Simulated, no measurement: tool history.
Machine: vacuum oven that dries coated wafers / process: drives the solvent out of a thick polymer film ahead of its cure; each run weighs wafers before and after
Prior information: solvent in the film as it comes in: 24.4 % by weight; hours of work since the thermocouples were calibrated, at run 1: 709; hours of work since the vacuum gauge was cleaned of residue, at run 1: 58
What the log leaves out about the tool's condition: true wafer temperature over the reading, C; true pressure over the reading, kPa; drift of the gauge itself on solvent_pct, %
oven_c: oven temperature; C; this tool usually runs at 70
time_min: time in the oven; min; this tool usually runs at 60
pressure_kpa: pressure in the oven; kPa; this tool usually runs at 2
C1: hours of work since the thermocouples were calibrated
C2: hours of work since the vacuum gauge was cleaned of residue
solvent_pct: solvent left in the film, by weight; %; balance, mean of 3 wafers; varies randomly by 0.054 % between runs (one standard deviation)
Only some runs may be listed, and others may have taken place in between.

{"run": 1, "day": 0.0, "oven_c": 70, "time_min": 60, "pressure_kpa": 2, "C1": 709, "C2": 58, "solvent_pct": 2.03}
{"run": 2, "day": 1.896, "oven_c": 70, "time_min": 60, "pressure_kpa": 2, "C1": 733, "C2": 82, "solvent_pct": 1.94}
{"day": 3.812, "done": "oven's thermocouples calibrated"}
{"run": 3, "day": 6.15, "oven_c": 70, "time_min": 60, "pressure_kpa": 2, "C1": 30, "C2": 135, "solvent_pct": 2.04}
{"run": 4, "day": 8.725, "oven_c": 70, "time_min": 60, "pressure_kpa": 2.15, "C1": 63, "C2": 168, "solvent_pct": 2.07}
{"run": 5, "day": 12.933, "oven_c": 70, "time_min": 60, "pressure_kpa": 2, "C1": 117, "C2": 222, "solvent_pct": 1.99}
{"run": 6, "day": 16.092, "oven_c": 70, "time_min": 61, "pressure_kpa": 2, "C1": 158, "C2": 263, "solvent_pct": 1.97}
{"run": 7, "day": 17.954, "oven_c": 70, "time_min": 61, "pressure_kpa": 2, "C1": 181, "C2": 287, "solvent_pct": 2.02}
{"run": 8, "day": 20.167, "oven_c": 70, "time_min": 61, "pressure_kpa": 2, "C1": 210, "C2": 315, "solvent_pct": 1.95}
{"run": 9, "day": 21.888, "oven_c": 70, "time_min": 60, "pressure_kpa": 2, "C1": 232, "C2": 337, "solvent_pct": 1.85}
{"run": 10, "day": 23.608, "oven_c": 70, "time_min": 60, "pressure_kpa": 2, "C1": 254, "C2": 359, "solvent_pct": 2}
{"run": 11, "day": 27.433, "oven_c": 70, "time_min": 60, "pressure_kpa": 2, "C1": 303, "C2": 409, "solvent_pct": 1.91}
{"run": 12, "day": 31.025, "oven_c": 70, "time_min": 60, "pressure_kpa": 2, "C1": 349, "C2": 455, "solvent_pct": 2.04}
{"run": 13, "day": 35.012, "oven_c": 70, "time_min": 60, "pressure_kpa": 2, "C1": 400, "C2": 506, "solvent_pct": 1.99}
{"run": 14, "day": 36.762, "oven_c": 70, "time_min": 60, "pressure_kpa": 2, "C1": 423, "C2": 528, "solvent_pct": 1.95}
{"run": 15, "day": 39.171, "oven_c": 70, "time_min": 60, "pressure_kpa": 3.29, "C1": 454, "C2": 559, "solvent_pct": 2.85}
{"run": 16, "day": 42.829, "oven_c": 70, "time_min": 60, "pressure_kpa": 3.29, "C1": 501, "C2": 606, "solvent_pct": 2.92}
{"run": 17, "day": 45.517, "oven_c": 70, "time_min": 60, "pressure_kpa": 3.29, "C1": 535, "C2": 641, "solvent_pct": 2.75}
{"run": 18, "day": 48.854, "oven_c": 70, "time_min": 60, "pressure_kpa": 3.29, "C1": 578, "C2": 683, "solvent_pct": 2.8}
{"run": 19, "day": 50.829, "oven_c": 70, "time_min": 60, "pressure_kpa": 3.29, "C1": 603, "C2": 709, "solvent_pct": 2.89}
{"run": 20, "day": 53.767, "oven_c": 70, "time_min": 60, "pressure_kpa": 3.29, "C1": 641, "C2": 746, "solvent_pct": 2.72}
{"run": 21, "day": 56.429, "oven_c": 70, "time_min": 60, "pressure_kpa": 5.55, "C1": 675, "C2": 781, "solvent_pct": 4.32}
{"run": 22, "day": 59.35, "oven_c": 70, "time_min": 59, "pressure_kpa": 2, "C1": 713, "C2": 818, "solvent_pct": 2.01}
{"day": 62.675, "done": "oven's thermocouples calibrated"}
{"run": 23, "day": 63.512, "oven_c": 70, "time_min": 79, "pressure_kpa": 2, "C1": 11, "C2": 870, "solvent_pct": 1.57}
{"run": 24, "day": 66.592, "oven_c": 70, "time_min": 79, "pressure_kpa": 2, "C1": 50, "C2": 910, "solvent_pct": 1.54}
{"run": 25, "day": 70.142, "oven_c": 66, "time_min": 60, "pressure_kpa": 2.74, "C1": 96, "C2": 955, "solvent_pct": 3.74}
{"run": 26, "day": 74.367, "oven_c": 66, "time_min": 60, "pressure_kpa": 2.74, "C1": 150, "C2": 1010, "solvent_pct": 3.69}
{"run": 27, "day": 76.083, "oven_c": 66, "time_min": 60, "pressure_kpa": 2.74, "C1": 172, "C2": 1032, "solvent_pct": 3.66}
{"run": 28, "day": 78.962, "oven_c": 56, "time_min": 60, "pressure_kpa": 1.3, "C1": 209, "C2": 1069, "solvent_pct": 7.69}
{"run": 29, "day": 82.133, "oven_c": 56, "time_min": 60, "pressure_kpa": 1.3, "C1": 250, "C2": 1109, "solvent_pct": 7.51}
{"run": 30, "day": 84.571, "oven_c": 56, "time_min": 60, "pressure_kpa": 1.3, "C1": 281, "C2": 1141, "solvent_pct": 7.54}
{"run": 31, "day": 88.679, "oven_c": 82, "time_min": 77, "pressure_kpa": 5.94, "C1": 334, "C2": 1193, "solvent_pct": 2.45}
{"run": 32, "day": 91.362, "oven_c": 57, "time_min": 77, "pressure_kpa": 5.94, "C1": 368, "C2": 1228, "solvent_pct": 9.9}
{"run": 33, "day": 95.283, "oven_c": 57, "time_min": 77, "pressure_kpa": 5.94, "C1": 418, "C2": 1278, "solvent_pct": 10.11}
{"run": 34, "day": 97.854, "oven_c": 62, "time_min": 60, "pressure_kpa": 4.61, "C1": 451, "C2": 1311, "solvent_pct": 6.98}
{"run": 35, "day": 100.604, "oven_c": 62, "time_min": 60, "pressure_kpa": 4.61, "C1": 487, "C2": 1346, "solvent_pct": 6.91}
{"run": 36, "day": 104.6, "oven_c": 57, "time_min": 43, "pressure_kpa": 6.47, "C1": 538, "C2": 1398, "solvent_pct": 13.2}
{"run": 37, "day": 106.812, "oven_c": 57, "time_min": 43, "pressure_kpa": 6.47, "C1": 566, "C2": 1426, "solvent_pct": 13.46}
{"run": 38, "day": 110.538, "oven_c": 57, "time_min": 43, "pressure_kpa": 6.47, "C1": 614, "C2": 1474, "solvent_pct": 13.43}
{"run": 39, "day": 113.646, "oven_c": 68, "time_min": 88, "pressure_kpa": 4.05, "C1": 654, "C2": 1514, "solvent_pct": 3.21}
{"run": 40, "day": 115.588, "oven_c": 55, "time_min": 40, "pressure_kpa": 4.05, "C1": 679, "C2": 1539, "solvent_pct": 13.02}
{"run": 41, "day": 119.429, "oven_c": 78, "time_min": 60, "pressure_kpa": 1.21, "C1": 728, "C2": 1588, "solvent_pct": 0.68}
{"day": 121.846, "done": "oven's thermocouples calibrated"}
{"run": 42, "day": 123.338, "oven_c": 78, "time_min": 60, "pressure_kpa": 1.21, "C1": 19, "C2": 1637, "solvent_pct": 0.66}
{"run": 43, "day": 127.146, "oven_c": 78, "time_min": 60, "pressure_kpa": 1.21, "C1": 68, "C2": 1686, "solvent_pct": 0.62}
{"run": 44, "day": 131.188, "oven_c": 63, "time_min": 60, "pressure_kpa": 1.65, "C1": 120, "C2": 1738, "solvent_pct": 4}
{"run": 45, "day": 135.271, "oven_c": 63, "time_min": 60, "pressure_kpa": 1.65, "C1": 172, "C2": 1790, "solvent_pct": 4.05}
{"run": 46, "day": 137.383, "oven_c": 77, "time_min": 62, "pressure_kpa": 2.14, "C1": 199, "C2": 1817, "solvent_pct": 1.09}

Predict each of these 5 candidate next runs independently; none follows another, all start after run 46:
{"run": "A", "day": 140.083, "oven_c": 77, "time_min": 70, "pressure_kpa": 3.32, "C1": 234, "C2": 1852, "solvent_pct": "?"}
{"run": "B", "day": 140.083, "oven_c": 57, "time_min": 35, "pressure_kpa": 2, "C1": 234, "C2": 1852, "solvent_pct": "?"}
{"run": "C", "day": 140.083, "oven_c": 78, "time_min": 52, "pressure_kpa": 4.28, "C1": 234, "C2": 1852, "solvent_pct": "?"}
{"run": "D", "day": 140.083, "oven_c": 70, "time_min": 55, "pressure_kpa": 3.45, "C1": 234, "C2": 1852, "solvent_pct": "?"}
{"run": "E", "day": 140.083, "oven_c": 70, "time_min": 56, "pressure_kpa": 4.99, "C1": 234, "C2": 1852, "solvent_pct": "?"}

run=A solvent_pct=1.6
run=B solvent_pct=11.04
run=C solvent_pct=2.24
run=D solvent_pct=3.12
run=E solvent_pct=4.16
Stripped of hidden state, with their random variation kept, the same runs would have yielded:
run=A solvent_pct=1.6
run=B solvent_pct=11.03
run=C solvent_pct=2.23
run=D solvent_pct=3.11
run=E solvent_pct=4.15
